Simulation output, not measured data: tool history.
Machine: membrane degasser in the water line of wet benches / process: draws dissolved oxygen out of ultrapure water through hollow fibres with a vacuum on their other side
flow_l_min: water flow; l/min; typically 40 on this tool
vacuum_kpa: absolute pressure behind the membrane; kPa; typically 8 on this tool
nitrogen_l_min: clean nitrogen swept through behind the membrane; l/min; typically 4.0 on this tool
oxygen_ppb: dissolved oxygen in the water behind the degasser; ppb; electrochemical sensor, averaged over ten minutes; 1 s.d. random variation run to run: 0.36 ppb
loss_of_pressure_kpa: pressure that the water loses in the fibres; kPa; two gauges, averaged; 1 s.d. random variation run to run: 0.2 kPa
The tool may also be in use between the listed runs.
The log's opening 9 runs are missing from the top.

run 10 day=41.571 | flow_l_min=40 vacuum_kpa=8 nitrogen_l_min=2.7 | oxygen_ppb=163.7 loss_of_pressure_kpa=45.27
run 11 day=45.542 | flow_l_min=40 vacuum_kpa=8 nitrogen_l_min=2.7 | oxygen_ppb=163.4 loss_of_pressure_kpa=45.46
run 12 day=49.088 | flow_l_min=40 vacuum_kpa=8 nitrogen_l_min=2.7 | oxygen_ppb=163.6 loss_of_pressure_kpa=45.63
run 13 day=52.950 | flow_l_min=40 vacuum_kpa=8 nitrogen_l_min=2.7 | oxygen_ppb=163.1 loss_of_pressure_kpa=45.95
run 14 day=59.412 | flow_l_min=40 vacuum_kpa=8 nitrogen_l_min=2.7 | oxygen_ppb=162.7 loss_of_pressure_kpa=45.61
run 15 day=64.171 | flow_l_min=40 vacuum_kpa=8 nitrogen_l_min=2.6 | oxygen_ppb=168.1 loss_of_pressure_kpa=45.48
run 16 day=69.175 | flow_l_min=42 vacuum_kpa=8 nitrogen_l_min=4.0 | oxygen_ppb=120.5 loss_of_pressure_kpa=48.18
run 17 day=74.454 | flow_l_min=40 vacuum_kpa=8 nitrogen_l_min=4.0 | oxygen_ppb=114.3 loss_of_pressure_kpa=45.95

The next listed run, before its measurement:
run 18 day=79.312 | flow_l_min=40 vacuum_kpa=8 nitrogen_l_min=4.0 | oxygen_ppb=? loss_of_pressure_kpa=?

{"run 18": {"oxygen_ppb": 114.3, "loss_of_pressure_kpa": 45.24}}
Were there no unlogged condition in the tool, this run, its random variation unchanged, would have produced oxygen_ppb 114.3 ppb, loss_of_pressure_kpa 45.23 kPa.
